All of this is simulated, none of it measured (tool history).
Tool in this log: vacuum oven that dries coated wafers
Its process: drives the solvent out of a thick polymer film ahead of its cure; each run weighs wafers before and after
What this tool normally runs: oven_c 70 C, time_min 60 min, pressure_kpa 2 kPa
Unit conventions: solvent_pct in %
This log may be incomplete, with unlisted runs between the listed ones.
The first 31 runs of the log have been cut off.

{"run": 32, "hour": 363.0, "oven_c": 67, "time_min": 47, "pressure_kpa": 2.82, "solvent_pct": 5.44}
{"run": 33, "hour": 372.2, "oven_c": 84, "time_min": 43, "pressure_kpa": 5.61, "solvent_pct": 2.03}
{"run": 34, "hour": 380.5, "oven_c": 64, "time_min": 71, "pressure_kpa": 2.91, "solvent_pct": 5.02}
{"run": 35, "hour": 394.1, "oven_c": 73, "time_min": 41, "pressure_kpa": 1.36, "solvent_pct": 2.7}
{"run": 36, "hour": 400.8, "oven_c": 69, "time_min": 60, "pressure_kpa": 1.49, "solvent_pct": 2.66}
{"run": 37, "hour": 411.8, "oven_c": 69, "time_min": 60, "pressure_kpa": 1.49, "solvent_pct": 2.75}
{"run": 38, "hour": 419.3, "oven_c": 70, "time_min": 39, "pressure_kpa": 2, "solvent_pct": 4.55}
{"run": 39, "hour": 428.7, "oven_c": 70, "time_min": 39, "pressure_kpa": 2, "solvent_pct": 4.57}
{"run": 40, "hour": 441.5, "oven_c": 66, "time_min": 37, "pressure_kpa": 1.2, "solvent_pct": 6.64}
{"run": 41, "hour": 449.0, "oven_c": 66, "time_min": 31, "pressure_kpa": 7.16, "solvent_pct": 10.83}
{"run": 42, "hour": 462.3, "oven_c": 72, "time_min": 57, "pressure_kpa": 2, "solvent_pct": 2.17}
{"run": 43, "hour": 471.8, "oven_c": 72, "time_min": 57, "pressure_kpa": 2, "solvent_pct": 2.09}
{"run": 44, "hour": 481.8, "oven_c": 72, "time_min": 57, "pressure_kpa": 2, "solvent_pct": 2.08}
{"run": 45, "hour": 488.0, "oven_c": 60, "time_min": 42, "pressure_kpa": 7.02, "solvent_pct": 12.68}
{"run": 46, "hour": 501.0, "oven_c": 60, "time_min": 42, "pressure_kpa": 7.02, "solvent_pct": 12.63}

Forecast each of these 4 alternatives for the next run:
{"run": "A", "hour": 508.0, "oven_c": 62, "time_min": 60, "pressure_kpa": 2, "solvent_pct": "?"}
{"run": "B", "hour": 508.0, "oven_c": 79, "time_min": 75, "pressure_kpa": 1.91, "solvent_pct": "?"}
{"run": "C", "hour": 508.0, "oven_c": 60, "time_min": 63, "pressure_kpa": 6.19, "solvent_pct": "?"}
{"run": "D", "hour": 508.0, "oven_c": 70, "time_min": 60, "pressure_kpa": 3.73, "solvent_pct": "?"}

run=A solvent_pct=6.3
run=B solvent_pct=0.92
run=C solvent_pct=10.03
run=D solvent_pct=3.58
What these runs would have given with no unlogged condition in the tool:
run=A solvent_pct=6.05
run=B solvent_pct=0.86
run=C solvent_pct=9.77
run=D solvent_pct=3.41
